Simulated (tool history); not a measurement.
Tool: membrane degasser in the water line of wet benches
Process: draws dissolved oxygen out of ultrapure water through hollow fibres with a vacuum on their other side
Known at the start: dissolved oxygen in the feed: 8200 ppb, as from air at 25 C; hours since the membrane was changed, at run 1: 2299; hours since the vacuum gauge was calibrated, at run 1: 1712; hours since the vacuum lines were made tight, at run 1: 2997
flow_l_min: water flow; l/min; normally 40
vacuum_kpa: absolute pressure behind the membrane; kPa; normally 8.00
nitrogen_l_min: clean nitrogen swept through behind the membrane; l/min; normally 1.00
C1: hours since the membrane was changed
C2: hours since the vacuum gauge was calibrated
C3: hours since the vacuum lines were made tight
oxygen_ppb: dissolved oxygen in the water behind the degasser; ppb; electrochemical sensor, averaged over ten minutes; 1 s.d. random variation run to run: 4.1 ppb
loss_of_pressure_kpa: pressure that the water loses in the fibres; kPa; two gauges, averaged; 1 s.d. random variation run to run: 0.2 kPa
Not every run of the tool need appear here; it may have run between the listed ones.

run 1 hour=0.0 | flow_l_min=40 vacuum_kpa=8.00 nitrogen_l_min=1.00 | C1=2299 C2=1712 C3=2997 | oxygen_ppb=428.4 loss_of_pressure_kpa=45.92
run 2 hour=244.1 | flow_l_min=40 vacuum_kpa=12.69 nitrogen_l_min=1.00 | C1=2543 C2=1956 C3=3241 | oxygen_ppb=757.8 loss_of_pressure_kpa=46.32
run 3 hour=439.6 | flow_l_min=40 vacuum_kpa=8.00 nitrogen_l_min=1.00 | C1=2738 C2=2151 C3=3436 | oxygen_ppb=424.4 loss_of_pressure_kpa=45.77
run 4 hour=683.9 | flow_l_min=40 vacuum_kpa=8.00 nitrogen_l_min=0.48 | C1=2983 C2=2396 C3=3681 | oxygen_ppb=666.8 loss_of_pressure_kpa=46.16
run 5 hour=881.2 | flow_l_min=40 vacuum_kpa=8.00 nitrogen_l_min=0.48 | C1=3180 C2=2593 C3=3878 | oxygen_ppb=667.7 loss_of_pressure_kpa=46.11
run 6 hour=997.4 | flow_l_min=40 vacuum_kpa=8.00 nitrogen_l_min=1.00 | C1=3296 C2=2709 C3=3994 | oxygen_ppb=428.8 loss_of_pressure_kpa=46.12
run 7 hour=1125.7 | flow_l_min=40 vacuum_kpa=8.00 nitrogen_l_min=1.00 | C1=3424 C2=2837 C3=4122 | oxygen_ppb=422.3 loss_of_pressure_kpa=46.01
run 8 hour=1343.0 | flow_l_min=40 vacuum_kpa=9.22 nitrogen_l_min=1.00 | C1=3642 C2=3055 C3=4340 | oxygen_ppb=520.0 loss_of_pressure_kpa=46.22

Predict the results of run 9:
-- hour=1357.7 vacuum gauge calibrated
run 9 hour=1473.6 | flow_l_min=40 vacuum_kpa=9.22 nitrogen_l_min=1.00 | C1=3772 C2=116 C3=4470 | oxygen_ppb=? loss_of_pressure_kpa=?

oxygen_ppb: 519.2 ppb
loss_of_pressure_kpa: 46.39 kPa
The same run, on a tool lacking any hidden state, would have yielded oxygen_ppb 503.4 ppb, loss_of_pressure_kpa 45.46 kPa.

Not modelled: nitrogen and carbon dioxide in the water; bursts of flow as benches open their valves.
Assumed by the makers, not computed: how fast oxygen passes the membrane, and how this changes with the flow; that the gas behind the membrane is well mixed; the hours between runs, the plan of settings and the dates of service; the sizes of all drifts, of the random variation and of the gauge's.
